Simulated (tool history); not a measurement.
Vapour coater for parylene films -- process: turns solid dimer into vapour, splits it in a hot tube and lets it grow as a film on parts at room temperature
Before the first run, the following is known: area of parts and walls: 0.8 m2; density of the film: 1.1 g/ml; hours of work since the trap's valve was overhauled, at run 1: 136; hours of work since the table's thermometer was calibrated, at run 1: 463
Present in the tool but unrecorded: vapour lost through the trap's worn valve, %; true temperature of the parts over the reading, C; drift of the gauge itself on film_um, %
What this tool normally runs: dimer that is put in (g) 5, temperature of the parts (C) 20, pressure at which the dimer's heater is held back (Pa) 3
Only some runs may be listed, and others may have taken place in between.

| run | hour | dimer that is put in (g) | temperature of the parts (C) | pressure at which the dimer's heater is held back (Pa) | hours of work since the trap's valve was overhauled | hours of work since the table's thermometer was calibrated | thickness of the film (µm) |
|---|---|---|---|---|---|---|---|
| 1 | 0 | 5 | 20 | 3 | 136 | 463 | 3.04 |
| 2 | 9.4 | 5 | 18 | 3 | 143 | 470 | 3.27 |
| 3 | 30.8 | 5 | 18 | 3 | 159 | 485 | 3.19 |
| 4 | 46.7 | 5 | 17 | 3 | 170 | 497 | 3.34 |
| 5 | 60 | 5 | 17 | 3 | 180 | 507 | 3.27 |
| 6 | 73.1 | 5 | 17 | 3 | 190 | 517 | 3.29 |
| 7 | 95 | 5 | 20 | 5.15 | 206 | 533 | 2.7 |
| 8 | 108.2 | 5 | 20 | 3 | 215 | 542 | 2.92 |
| 9 | 131.2 | 5 | 20 | 3 | 232 | 559 | 2.95 |
| 10 | 153.2 | 2 | 20 | 3 | 248 | 575 | 1.15 |
| 11 | 163.3 | 2 | 20 | 3 | 256 | 583 | 1.17 |
| 12 | 177 | 5 | 17 | 2.29 | 266 | 593 | 3.36 |
| 13 | 196.6 | 7 | 24 | 3 | 280 | 607 | 3.58 |
| 14 | 215.2 | 5 | 20 | 5.82 | 294 | 621 | 2.62 |
|  | 228.9 | trap's valve overhauled |
| 15 | 237.4 | 9 | 13 | 3.72 | 6 | 634 | 6.74 |
| 16 | 257.8 | 9 | 20 | 7.43 | 21 | 649 | 4.93 |
| 17 | 273.1 | 9 | 20 | 7.43 | 32 | 660 | 4.96 |
| 18 | 287.6 | 9 | 20 | 7.43 | 43 | 671 | 4.94 |
| 19 | 307.7 | 5 | 25 | 3 | 58 | 686 | 2.65 |
| 20 | 320.7 | 5 | 25 | 3 | 67 | 695 | 2.68 |
| 21 | 337.6 | 5 | 18 | 7.43 | 80 | 708 | 2.88 |
| 22 | 350.9 | 3 | 20 | 3 | 89 | 717 | 1.86 |

Difference, measured minus no-hidden-state, one row per run. Run-to-run variation is common to both terms; the gauge's own scatter need not be:
| run | thickness of the film (µm) |
|---|---|
| 1 | -0.2 |
| 2 | -0.22 |
| 3 | -0.24 |
| 4 | -0.27 |
| 5 | -0.28 |
| 6 | -0.29 |
| 7 | -0.27 |
| 8 | -0.3 |
| 9 | -0.33 |
| 10 | -0.14 |
| 11 | -0.14 |
| 12 | -0.42 |
| 13 | -0.48 |
| 14 | -0.37 |
| 15 | -0.17 |
| 16 | -0.16 |
| 17 | -0.18 |
| 18 | -0.2 |
| 19 | -0.13 |
| 20 | -0.14 |
| 21 | -0.16 |
| 22 | -0.11 |
